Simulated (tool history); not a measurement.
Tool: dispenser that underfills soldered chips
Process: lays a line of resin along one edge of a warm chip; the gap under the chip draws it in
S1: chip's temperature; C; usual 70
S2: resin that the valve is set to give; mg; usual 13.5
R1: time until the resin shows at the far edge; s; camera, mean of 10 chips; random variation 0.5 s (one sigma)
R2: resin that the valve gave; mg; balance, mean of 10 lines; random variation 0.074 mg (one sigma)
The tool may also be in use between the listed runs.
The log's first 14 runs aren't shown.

{"hour": 83.9, "done": "new syringe of resin"}
{"run": 15, "hour": 86.4, "S1": 64, "S2": 13.5, "R1": 53.8, "R2": 12.41}
{"hour": 91.8, "done": "new syringe of resin"}
{"run": 16, "hour": 93.0, "S1": 65, "S2": 13.5, "R1": 50.9, "R2": 12.32}
{"run": 17, "hour": 97.6, "S1": 65, "S2": 13.5, "R1": 59.1, "R2": 12.24}
{"hour": 100.3, "done": "new syringe of resin"}
{"hour": 101.3, "done": "dispensing valve cleaned and set on the balance"}
{"run": 18, "hour": 102.9, "S1": 65, "S2": 13.5, "R1": 49.3, "R2": 13.49}
{"hour": 109.7, "done": "new syringe of resin"}
{"run": 19, "hour": 110.7, "S1": 65, "S2": 13.5, "R1": 49.6, "R2": 13.35}
{"run": 20, "hour": 116.2, "S1": 56, "S2": 15.3, "R1": 78.2, "R2": 15.04}
{"hour": 118.0, "done": "new syringe of resin"}
{"run": 21, "hour": 124.7, "S1": 56, "S2": 15.3, "R1": 75.5, "R2": 15.02}
{"hour": 126.0, "done": "new syringe of resin"}
{"run": 22, "hour": 130.2, "S1": 56, "S2": 15.3, "R1": 70.2, "R2": 15.22}
{"hour": 134.4, "done": "new syringe of resin"}
{"run": 23, "hour": 137.5, "S1": 72, "S2": 12.9, "R1": 40.4, "R2": 12.61}
{"hour": 142.3, "done": "new syringe of resin"}
{"run": 24, "hour": 144.2, "S1": 76, "S2": 12.9, "R1": 35.6, "R2": 12.51}
{"hour": 150.5, "done": "new syringe of resin"}
{"run": 25, "hour": 152.4, "S1": 76, "S2": 12.9, "R1": 34.3, "R2": 12.57}
{"run": 26, "hour": 157.6, "S1": 59, "S2": 13.5, "R1": 70.2, "R2": 13.03}
{"hour": 159.1, "done": "new syringe of resin"}
{"run": 27, "hour": 163.4, "S1": 59, "S2": 13.5, "R1": 65.4, "R2": 13.17}
{"hour": 167.1, "done": "new syringe of resin"}
{"run": 28, "hour": 171.4, "S1": 73, "S2": 13.4, "R1": 40.5, "R2": 12.9}
{"hour": 175.7, "done": "new syringe of resin"}
{"run": 29, "hour": 175.9, "S1": 60, "S2": 13.5, "R1": 56, "R2": 13.08}
{"run": 30, "hour": 182.1, "S1": 59, "S2": 13.1, "R1": 70, "R2": 12.7}
{"hour": 183.8, "done": "new syringe of resin"}
{"run": 31, "hour": 189.2, "S1": 70, "S2": 12.7, "R1": 47.3, "R2": 12.19}
{"hour": 192.1, "done": "new syringe of resin"}
{"run": 32, "hour": 194.6, "S1": 73, "S2": 15.1, "R1": 39.1, "R2": 14.5}
{"hour": 200.0, "done": "new syringe of resin"}
{"run": 33, "hour": 202.2, "S1": 73, "S2": 15.1, "R1": 36.9, "R2": 14.39}
{"hour": 208.5, "done": "new syringe of resin"}
{"run": 34, "hour": 209.6, "S1": 73, "S2": 17.4, "R1": 36.1, "R2": 16.41}
{"run": 35, "hour": 215.0, "S1": 81, "S2": 13.5, "R1": 32.8, "R2": 12.81}

Forecast each of these 3 alternatives for the next run:
{"hour": 216.6, "done": "new syringe of resin"}
{"run": "A", "hour": 220.6, "S1": 78, "S2": 16.4, "R1": "?", "R2": "?"}
{"hour": 216.6, "done": "new syringe of resin"}
{"run": "B", "hour": 220.6, "S1": 74, "S2": 17.1, "R1": "?", "R2": "?"}
{"hour": 216.6, "done": "new syringe of resin"}
{"run": "C", "hour": 220.6, "S1": 72, "S2": 13.7, "R1": "?", "R2": "?"}

run=A R1=32.8 R2=15.47
run=B R1=37.5 R2=16.25
run=C R1=41.7 R2=12.93
Without the tool's hidden state the same runs would have given:
run=A R1=29.9 R2=16.39
run=B R1=34.2 R2=17.2
run=C R1=37.8 R2=13.69
